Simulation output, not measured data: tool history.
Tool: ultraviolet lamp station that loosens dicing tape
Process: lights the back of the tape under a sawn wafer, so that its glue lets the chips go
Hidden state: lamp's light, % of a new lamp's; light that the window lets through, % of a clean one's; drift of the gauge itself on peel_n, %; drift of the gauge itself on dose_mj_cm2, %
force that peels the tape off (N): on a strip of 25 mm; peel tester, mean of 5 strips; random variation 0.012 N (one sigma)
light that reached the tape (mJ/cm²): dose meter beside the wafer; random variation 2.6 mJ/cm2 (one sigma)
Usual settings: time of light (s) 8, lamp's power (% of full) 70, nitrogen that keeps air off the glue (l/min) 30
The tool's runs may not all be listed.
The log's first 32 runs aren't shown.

run   hour  time of light (s)  lamp's power (% of full)  nitrogen that keeps air off the glue (l/min)  hours of work of the lamp  hours of work since the window was cleaned  force that peels the tape off (N)  light that reached the tape (mJ/cm²)
 33  741.3                 13                        70                                            35                        730                                         176                              0.463                                   332
 34  755.9                 12                        67                                            30                        738                                         183                              0.649                                   292
 35  773.9                 12                        67                                            30                        747                                         192                              0.681                                   292
 36    798                  4                        67                                            30                        759                                         205                               2.53                                    94
 37    822                  4                        68                                            30                        771                                         217                              2.572                                    96
     837.3  -- lamp changed
 38  843.1                  8                        89                                            10                          3                                         227                               0.88                                   394
 39  858.6                  8                        89                                            13                         11                                         235                              0.725                                   387
 40  881.7                  7                        70                                            44                         23                                         247                               0.58                                   264
 41  912.6                 15                        97                                            44                         39                                         263                               0.14                                   783
 42  937.6                 11                        79                                            30                         51                                         275                              0.274                                   462

Forecast each of these 5 alternatives for the next run:
  A  960.1                  8                        70                                            10                         63                                         287                                  ?                                     ?
  B  960.1                  8                        83                                            19                         63                                         287                                  ?                                     ?
  C  960.1                  9                        97                                            30                         63                                         287                                  ?                                     ?
  D  960.1                  8                        63                                            30                         63                                         287                                  ?                                     ?
  E  960.1                  8                        79                                            30                         63                                         287                                  ?                                     ?

run  force that peels the tape off (N)  light that reached the tape (mJ/cm²)
  A                              1.337                                   299
  B                              0.671                                   348
  C                              0.286                                   464
  D                              0.769                                   264
  E                               0.52                                   334
Without the tool's hidden state the same runs would have given:
run  force that peels the tape off (N)  light that reached the tape (mJ/cm²)
  A                              1.177                                   329
  B                              0.564                                   383
  C                              0.244                                   510
  D                               0.65                                   291
  E                              0.432                                   368
